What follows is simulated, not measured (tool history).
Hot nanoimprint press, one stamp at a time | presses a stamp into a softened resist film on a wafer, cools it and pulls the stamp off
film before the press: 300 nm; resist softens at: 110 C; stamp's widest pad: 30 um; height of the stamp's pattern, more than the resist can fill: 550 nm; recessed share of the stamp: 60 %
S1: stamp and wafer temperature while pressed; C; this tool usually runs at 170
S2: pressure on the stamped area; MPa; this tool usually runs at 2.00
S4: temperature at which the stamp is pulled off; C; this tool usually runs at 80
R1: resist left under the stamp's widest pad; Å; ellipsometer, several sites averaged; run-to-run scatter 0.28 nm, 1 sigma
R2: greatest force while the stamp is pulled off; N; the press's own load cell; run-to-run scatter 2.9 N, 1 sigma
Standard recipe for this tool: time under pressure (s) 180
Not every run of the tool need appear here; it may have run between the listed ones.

run 1 hour=0.0 | S1=170 S2=2.00 time_under_pressure_(s)=180 S4=80 | R1=1393 R2=149
run 2 hour=13.2 | S1=170 S2=1.33 time_under_pressure_(s)=180 S4=80 | R1=1651 R2=145
run 3 hour=27.1 | S1=170 S2=2.00 time_under_pressure_(s)=180 S4=80 | R1=1387 R2=148
run 4 hour=44.6 | S1=170 S2=2.00 time_under_pressure_(s)=106 S4=80 | R1=1680 R2=152
run 5 hour=65.1 | S1=170 S2=2.00 time_under_pressure_(s)=106 S4=80 | R1=1677 R2=156
run 6 hour=80.8 | S1=170 S2=2.00 time_under_pressure_(s)=106 S4=80 | R1=1673 R2=156
run 7 hour=94.8 | S1=170 S2=2.00 time_under_pressure_(s)=106 S4=80 | R1=1678 R2=156
run 8 hour=113.7 | S1=170 S2=2.00 time_under_pressure_(s)=180 S4=85 | R1=1391 R2=138
run 9 hour=132.5 | S1=169 S2=1.43 time_under_pressure_(s)=180 S4=75 | R1=1655 R2=186

Run 10 has not been measured yet. What should we expect?
-- hour=137.3 plate thermocouple calibrated
run 10 hour=152.6 | S1=178 S2=1.43 time_under_pressure_(s)=180 S4=75 | R1=? R2=?

Run 10 came out at R1 1240 Å, R2 194 N.
Had the tool carried no hidden state, the very same run would have given R1 1246 Å, R2 162 N.
